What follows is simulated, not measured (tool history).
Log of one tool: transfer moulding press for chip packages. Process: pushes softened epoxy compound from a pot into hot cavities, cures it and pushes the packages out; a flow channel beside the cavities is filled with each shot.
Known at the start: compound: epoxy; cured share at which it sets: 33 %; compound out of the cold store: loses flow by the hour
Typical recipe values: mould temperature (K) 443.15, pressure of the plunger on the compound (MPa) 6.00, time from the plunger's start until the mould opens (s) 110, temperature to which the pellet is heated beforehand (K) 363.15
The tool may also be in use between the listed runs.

run,hour,mould temperature (K),pressure of the plunger on the compound (MPa),time from the plunger's start until the mould opens (s),temperature to which the pellet is heated beforehand (K),incoming compound's hours out of the cold store,length that the compound runs in the flow channel (mm),greatest force on the pins that push the packages out (N)
1,0.0,443.15,6.00,110,363.15,37.3,501,396
2,30.5,443.15,5.58,110,363.15,34.1,485,669
3,67.0,443.15,5.58,110,363.15,25.7,497,770
4,91.0,443.15,5.58,110,363.15,34.3,485,785
# hour 110.1: cavities cleaned with cleaning compound and waxed
5,122.0,443.15,5.58,110,362.15,35.2,484,460
6,157.6,443.15,5.58,110,362.15,20.6,503,718
7,189.7,443.15,5.58,110,362.15,42.9,472,785
8,211.4,443.15,6.00,110,363.15,12.8,532,802
# hour 225.9: cavities cleaned with cleaning compound and waxed
9,242.8,443.15,6.00,110,364.15,39.3,491,515
10,261.0,443.15,6.00,110,364.15,40.2,488,648
11,283.2,443.15,6.00,110,364.15,30.8,502,710
12,316.9,443.15,6.00,110,363.15,29.1,501,783
# hour 341.2: cavities cleaned with cleaning compound and waxed
13,346.6,443.15,6.00,110,363.15,15.7,522,433
# hour 358.6: mould's thermocouples calibrated
14,380.6,443.15,6.00,110,363.15,24.9,508,680
15,404.2,436.15,6.61,111,363.15,17.6,562,1064
16,440.6,444.15,6.52,111,353.15,18.2,537,781
# hour 457.8: cavities cleaned with cleaning compound and waxed
17,478.0,444.15,6.52,111,353.15,37.1,505,535
18,515.4,440.15,5.75,111,353.15,45.7,470,810
19,543.8,437.15,4.81,136,365.15,44.8,433,758
20,565.4,439.15,6.00,121,360.15,29.9,504,817
# hour 572.5: cavities cleaned with cleaning compound and waxed
21,595.8,444.15,4.50,121,371.15,41.0,410,550
22,621.1,443.15,5.75,149,363.15,38.5,469,628
23,640.3,445.15,6.79,149,363.15,40.3,501,638
# hour 660.3: plunger's sealing rings changed
24,660.5,446.15,6.27,96,368.15,36.7,507,816
# hour 690.0: cavities cleaned with cleaning compound and waxed
25,699.6,444.15,5.35,123,357.15,16.7,503,427
26,718.0,444.15,5.35,123,366.15,38.9,468,535
27,733.9,445.15,5.89,123,366.15,23.8,510,626
28,769.6,445.15,6.05,123,366.15,33.8,502,687

4 ways to go on from here, each from the tool as it stands after run 28. What would each give?
A,787.5,443.15,6.00,110,371.15,12.5,?,?
B,787.5,444.15,6.00,121,363.15,34.9,?,?
C,787.5,440.15,6.30,110,363.15,39.6,?,?
D,787.5,445.15,7.11,123,362.15,10.7,?,?

run,length that the compound runs in the flow channel (mm),greatest force on the pins that push the packages out (N)
A,534,787
B,502,681
C,515,878
D,582,718
Without the tool's hidden state the same runs would have given:
run,length that the compound runs in the flow channel (mm),greatest force on the pins that push the packages out (N)
A,541,349
B,508,299
C,521,386
D,589,318
